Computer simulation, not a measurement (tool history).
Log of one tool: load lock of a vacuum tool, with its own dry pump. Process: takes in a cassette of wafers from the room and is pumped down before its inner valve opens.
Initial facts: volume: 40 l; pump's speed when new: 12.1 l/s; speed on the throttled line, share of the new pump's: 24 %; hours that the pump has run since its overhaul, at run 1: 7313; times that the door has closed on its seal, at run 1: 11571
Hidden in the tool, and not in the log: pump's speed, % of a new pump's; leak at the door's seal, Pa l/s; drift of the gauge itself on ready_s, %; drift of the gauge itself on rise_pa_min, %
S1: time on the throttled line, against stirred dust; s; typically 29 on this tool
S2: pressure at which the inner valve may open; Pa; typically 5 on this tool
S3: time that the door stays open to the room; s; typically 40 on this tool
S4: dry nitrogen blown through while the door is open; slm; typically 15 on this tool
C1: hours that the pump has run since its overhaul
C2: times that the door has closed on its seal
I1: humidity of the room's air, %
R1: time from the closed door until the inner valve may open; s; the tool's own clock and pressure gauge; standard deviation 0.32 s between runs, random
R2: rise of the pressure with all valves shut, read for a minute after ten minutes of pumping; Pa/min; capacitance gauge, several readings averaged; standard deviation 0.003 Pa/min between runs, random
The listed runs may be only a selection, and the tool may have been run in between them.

| run | day | S1 | S2 | S3 | S4 | C1 | C2 | I1 | R1 | R2 |
|---|---|---|---|---|---|---|---|---|---|---|
| 1 | 0 | 29 | 5 | 40 | 15 | 7313 | 11571 | 41 | 57.4 | 0.298 |
| 2 | 9.779 | 29 | 5 | 97 | 15 | 7548 | 11942 | 40.8 | 57.8 | 0.336 |
| 3 | 23.654 | 29 | 10 | 40 | 15 | 7881 | 12469 | 45.8 | 54.4 | 0.332 |
| 4 | 31.658 | 29 | 5 | 40 | 15 | 8073 | 12773 | 45.8 | 57.7 | 0.348 |
| 5 | 41.138 | 29 | 5 | 40 | 15 | 8301 | 13133 | 44.3 | 58.1 | 0.352 |
| 6 | 53.692 | 29 | 5 | 234 | 15 | 8602 | 13610 | 47.9 | 57.8 | 0.462 |
| 7 | 70.271 | 29 | 5 | 40 | 15 | 9000 | 14239 | 47.1 | 57.9 | 0.385 |
| 8 | 81.325 | 29 | 5 | 40 | 15 | 9265 | 14659 | 46.9 | 57.6 | 0.4 |
| 9 | 94.812 | 29 | 5 | 225 | 15 | 9589 | 15171 | 45.1 | 58.3 | 0.521 |
| 10 | 107.788 | 29 | 5 | 225 | 15 | 9900 | 15664 | 40.7 | 58.4 | 0.528 |
| 11 | 118.467 | 29 | 5 | 225 | 15 | 10157 | 16069 | 44.1 | 58.7 | 0.545 |
| 12 | 133.917 | 29 | 5 | 225 | 15 | 10527 | 16656 | 42.4 | 58.9 | 0.564 |
| 13 | 146.938 | 16 | 5 | 40 | 6 | 10840 | 17150 | 45.1 | 48.8 | 0.521 |
| 14 | 160.388 | 16 | 4 | 125 | 6 | 11163 | 17661 | 45.1 | 50.4 | 0.584 |
| 15 | 172.529 | 16 | 4 | 125 | 6 | 11454 | 18122 | 46.7 | 50.6 | 0.611 |
| 16 | 183.462 | 19 | 5 | 40 | 5 | 11716 | 18537 | 43.7 | 51.4 | 0.586 |
| 17 | 191.408 | 15 | 6 | 55 | 11 | 11907 | 18839 | 44.7 | 48.5 | 0.601 |
| 18 | 199.729 | 15 | 6 | 55 | 11 | 12107 | 19155 | 46.6 | 48.3 | 0.604 |
| 19 | 215.429 | 18 | 10 | 103 | 6 | 12484 | 19751 | 42.7 | 48.1 | 0.675 |

Forecast each of these 5 alternatives for the next run:
| A | 229.971 | 18 | 4 | 103 | 9 | 12833 | 20303 | 46.5 | ? | ? |
| B | 229.971 | 29 | 7 | 78 | 15 | 12833 | 20303 | 46.5 | ? | ? |
| C | 229.971 | 19 | 6 | 103 | 23 | 12833 | 20303 | 47.1 | ? | ? |
| D | 229.971 | 42 | 5 | 201 | 15 | 12833 | 20303 | 46.6 | ? | ? |
| E | 229.971 | 18 | 6 | 103 | 6 | 12833 | 20303 | 43.9 | ? | ? |

| run | R1 | R2 |
|---|---|---|
| A | 53 | 0.689 |
| B | 57.4 | 0.679 |
| C | 51.1 | 0.68 |
| D | 69 | 0.732 |
| E | 50.8 | 0.685 |
With the hidden condition removed and each run's random variation left untouched, the same runs would have given:
| run | R1 | R2 |
|---|---|---|
| A | 48 | 0.1 |
| B | 53.3 | 0.075 |
| C | 46.5 | 0.079 |
| D | 65.2 | 0.129 |
| E | 46.1 | 0.092 |
